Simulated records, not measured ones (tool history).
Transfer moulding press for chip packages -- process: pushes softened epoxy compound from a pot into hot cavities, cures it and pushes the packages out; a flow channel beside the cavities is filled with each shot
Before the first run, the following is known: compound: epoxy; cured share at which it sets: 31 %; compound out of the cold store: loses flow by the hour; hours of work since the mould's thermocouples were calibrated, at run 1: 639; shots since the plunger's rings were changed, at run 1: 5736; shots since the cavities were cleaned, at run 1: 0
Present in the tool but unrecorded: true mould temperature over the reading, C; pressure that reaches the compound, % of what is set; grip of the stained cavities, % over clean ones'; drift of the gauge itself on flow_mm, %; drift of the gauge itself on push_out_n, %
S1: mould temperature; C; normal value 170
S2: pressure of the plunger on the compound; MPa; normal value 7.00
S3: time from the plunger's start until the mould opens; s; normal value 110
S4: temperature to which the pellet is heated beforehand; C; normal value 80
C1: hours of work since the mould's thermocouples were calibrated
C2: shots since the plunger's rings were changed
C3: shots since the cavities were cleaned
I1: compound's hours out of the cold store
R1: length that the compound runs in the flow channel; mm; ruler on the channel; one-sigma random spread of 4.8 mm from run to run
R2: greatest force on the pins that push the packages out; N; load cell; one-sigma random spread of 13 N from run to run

| run | hour | S1 | S2 | S3 | S4 | C1 | C2 | C3 | I1 | R1 | R2 |
|---|---|---|---|---|---|---|---|---|---|---|---|
| 1 | 0.0 | 170 | 7.00 | 110 | 80 | 639 | 5736 | 0 | 30.5 | 784 | 666 |
| 2 | 16.0 | 170 | 7.00 | 110 | 80 | 651 | 5948 | 212 | 9.1 | 897 | 822 |
|  | 35.2 | plunger's sealing rings changed |
| 3 | 36.8 | 170 | 7.00 | 110 | 80 | 666 | 22 | 455 | 45.2 | 757 | 814 |
| 4 | 55.9 | 170 | 7.00 | 110 | 80 | 681 | 275 | 708 | 42.6 | 763 | 917 |
| 5 | 67.0 | 170 | 7.00 | 110 | 72 | 689 | 421 | 854 | 43.6 | 759 | 915 |
|  | 84.7 | cavities cleaned with cleaning compound and waxed |
| 6 | 84.7 | 170 | 5.52 | 110 | 80 | 702 | 635 | 0 | 43.3 | 673 | 643 |
| 7 | 100.1 | 170 | 5.52 | 110 | 80 | 714 | 839 | 204 | 16.5 | 786 | 802 |
| 8 | 113.6 | 167 | 7.00 | 110 | 80 | 725 | 1017 | 382 | 9.7 | 919 | 1132 |
| 9 | 129.4 | 167 | 7.00 | 110 | 80 | 737 | 1227 | 592 | 21.0 | 860 | 1206 |
| 10 | 150.7 | 170 | 7.00 | 134 | 80 | 754 | 1508 | 873 | 10.8 | 902 | 717 |
| 11 | 163.3 | 170 | 7.00 | 110 | 80 | 764 | 1675 | 1040 | 39.8 | 768 | 986 |
|  | 166.6 | mould's thermocouples calibrated |
|  | 170.2 | cavities cleaned with cleaning compound and waxed |
| 12 | 178.0 | 170 | 7.00 | 110 | 80 | 8 | 1824 | 104 | 45.7 | 745 | 739 |
| 13 | 196.3 | 170 | 7.00 | 110 | 80 | 22 | 2065 | 345 | 29.1 | 815 | 917 |
| 14 | 216.8 | 170 | 7.00 | 110 | 80 | 38 | 2336 | 616 | 8.8 | 904 | 1062 |
| 15 | 236.1 | 172 | 6.24 | 110 | 80 | 53 | 2593 | 873 | 20.7 | 805 | 920 |
|  | 244.5 | mould's thermocouples calibrated, once more |
| 16 | 248.0 | 171 | 6.44 | 110 | 80 | 3 | 2723 | 1003 | 10.5 | 839 | 902 |
|  | 256.0 | cavities cleaned with cleaning compound and waxed |
| 17 | 271.5 | 170 | 5.72 | 116 | 80 | 20 | 3014 | 205 | 10.9 | 801 | 693 |
| 18 | 282.1 | 170 | 5.93 | 143 | 84 | 28 | 3155 | 346 | 27.8 | 752 | 556 |
| 19 | 303.5 | 170 | 5.93 | 143 | 84 | 45 | 3438 | 629 | 18.3 | 786 | 598 |
| 20 | 313.1 | 170 | 5.93 | 117 | 84 | 53 | 3564 | 755 | 17.9 | 776 | 730 |
| 21 | 334.4 | 176 | 6.54 | 111 | 82 | 69 | 3847 | 1038 | 11.1 | 825 | 670 |
|  | 338.7 | cavities cleaned with cleaning compound and waxed |
| 22 | 350.2 | 176 | 6.54 | 111 | 82 | 80 | 4035 | 152 | 8.8 | 829 | 530 |
| 23 | 365.5 | 164 | 7.00 | 92 | 78 | 92 | 4238 | 355 | 20.7 | 853 | 1853 |
| 24 | 380.0 | 173 | 5.52 | 99 | 80 | 104 | 4430 | 547 | 17.8 | 739 | 837 |
| 25 | 399.0 | 162 | 6.28 | 132 | 72 | 119 | 4681 | 798 | 29.0 | 788 | 1041 |
| 26 | 414.0 | 162 | 6.28 | 132 | 72 | 131 | 4880 | 997 | 42.9 | 722 | 1008 |
|  | 422.7 | cavities cleaned with cleaning compound and waxed |
| 27 | 435.5 | 166 | 5.29 | 94 | 79 | 146 | 5145 | 171 | 22.4 | 716 | 1361 |

Alternative continuations, all from the tool just after run 27; predict every row:
| A | 447.9 | 176 | 7.00 | 131 | 85 | 156 | 5309 | 335 | 16.5 | ? | ? |
| B | 447.9 | 176 | 5.29 | 112 | 79 | 156 | 5309 | 335 | 30.8 | ? | ? |
| C | 447.9 | 168 | 5.29 | 110 | 85 | 156 | 5309 | 335 | 35.5 | ? | ? |
| D | 447.9 | 170 | 7.00 | 93 | 84 | 156 | 5309 | 335 | 8.2 | ? | ? |
| E | 447.9 | 166 | 6.52 | 94 | 79 | 156 | 5309 | 335 | 14.5 | ? | ? |

| run | R1 | R2 |
|---|---|---|
| A | 825 | 536 |
| B | 661 | 580 |
| C | 665 | 846 |
| D | 886 | 1212 |
| E | 840 | 1512 |
The same runs, with their run-to-run variation unchanged, on a tool lacking any hidden condition would have given:
| run | R1 | R2 |
|---|---|---|
| A | 856 | 429 |
| B | 686 | 462 |
| C | 690 | 668 |
| D | 919 | 955 |
| E | 871 | 1192 |
